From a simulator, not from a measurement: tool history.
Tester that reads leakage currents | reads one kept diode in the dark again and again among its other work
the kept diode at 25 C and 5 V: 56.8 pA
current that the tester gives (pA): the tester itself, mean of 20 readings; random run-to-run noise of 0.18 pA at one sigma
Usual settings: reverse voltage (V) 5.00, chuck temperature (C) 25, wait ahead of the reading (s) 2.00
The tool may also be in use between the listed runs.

run	hour	reverse voltage (V)	chuck temperature (C)	wait ahead of the reading (s)	current that the tester gives (pA)
1	0.0	5.00	25	2.00	77.66
2	101.2	5.00	25	2.00	57.45
3	276.5	5.00	25	2.00	59.42
4	415.4	5.00	25	1.39	60.74
5	621.5	5.00	25	1.39	63.15
6	787.7	5.00	25	1.39	64.75
7	895.9	5.00	25	1.39	66.10
8	990.2	5.00	24	2.00	61.90
9	1099.4	5.00	24	2.00	63.01
10	1268.0	2.70	25	2.00	46.47
11	1471.0	7.99	25	2.00	77.59
12	1585.7	7.99	25	2.00	78.86
13	1807.5	7.99	25	2.00	82.16
14	2010.5	2.36	25	2.00	48.72
15	2203.9	2.36	25	1.50	50.23
16	2328.2	5.00	25	0.49	72.46
17	2520.7	5.00	25	0.49	66.85
18	2742.4	5.00	25	0.49	69.37
19	2858.1	5.00	25	0.49	70.15
20	2968.6	5.00	25	0.49	71.08
21	3157.2	2.22	36	4.36	119.44
22	3258.8	2.56	25	1.67	53.76
23	3372.0	2.56	25	1.67	54.68
24	3479.9	12.97	36	1.13	270.22
25	3681.4	1.74	53	6.24	375.81
26	3833.3	1.74	53	6.24	378.78
27	3975.1	5.00	30	0.36	93.65
28	4098.3	6.87	34	1.43	149.28
29	4249.7	6.87	34	1.43	153.13
30	4374.6	9.37	37	2.15	223.95
31	4506.3	9.37	42	2.15	339.86
32	4644.0	9.37	42	2.15	349.03
33	4752.2	9.37	42	2.15	353.01
34	4907.1	14.50	25	6.46	97.07
35	5035.7	1.30	53	1.15	335.83
36	5144.7	1.56	25	2.00	38.65
37	5240.9	3.21	25	2.00	53.31
38	5450.7	3.21	25	2.00	54.73
39	5648.1	5.00	26	2.00	74.75

Put back what was entered between runs (8 entries, withheld): which listed runs does each sit between, and how does the hidden state differ from the listed run before to the listed run after?
Runs 1 to 2: probe card cleaned and baked (hour 84.5); chuck's temperature calibrated (hour 86.5)
  stray current of the dirty probe card, pA a volt: 2.624 -> 0.037; true chuck temperature over the reading, C: 1.45 -> 0.13
  measured minus no-state result, current that the tester gives (pA): +20.46 -> +0.43
Runs 9 to 10: chuck's temperature calibrated (hour 1268.0)
  stray current of the dirty probe card, pA a volt: 0.75 -> 0.872; current scale over the true one, %: -0.6 -> -0.61; true chuck temperature over the reading, C: 1.48 -> -0.09
  measured minus no-state result, current that the tester gives (pA): +10.63 -> +1.67
Runs 16 to 17: chuck's temperature calibrated (hour 2454.7)
  stray current of the dirty probe card, pA a volt: 1.604 -> 1.742; current scale over the true one, %: -0.69 -> -0.7; true chuck temperature over the reading, C: 1.31 -> 0.08
  measured minus no-state result, current that the tester gives (pA): +14.46 -> +8.57
Runs 20 to 21: tester calibrated (hour 3112.4)
  stray current of the dirty probe card, pA a volt: 2.067 -> 2.194; current scale over the true one, %: -0.73 -> -0.17; true chuck temperature over the reading, C: 0.67 -> 0.93
  measured minus no-state result, current that the tester gives (pA): +13.15 -> +13.13
Runs 24 to 25: chuck's temperature calibrated (hour 3651.6)
  stray current of the dirty probe card, pA a volt: 2.42 -> 2.563; current scale over the true one, %: -0.2 -> -0.21; true chuck temperature over the reading, C: 1.32 -> 0.13
  measured minus no-state result, current that the tester gives (pA): +55.22 -> +7.35
Runs 26 to 27: probe card cleaned and baked (hour 3975.1)
  stray current of the dirty probe card, pA a volt: 2.675 -> 0.025; current scale over the true one, %: -0.22 -> -0.23; true chuck temperature over the reading, C: 0.34 -> 0.53
  measured minus no-state result, current that the tester gives (pA): +13.08 -> +3.90
Runs 33 to 34: chuck's temperature calibrated (hour 4845.1)
  stray current of the dirty probe card, pA a volt: 0.574 -> 0.684; current scale over the true one, %: -0.29 -> -0.3; true chuck temperature over the reading, C: 1.57 -> 0.12
  measured minus no-state result, current that the tester gives (pA): +45.05 -> +10.27
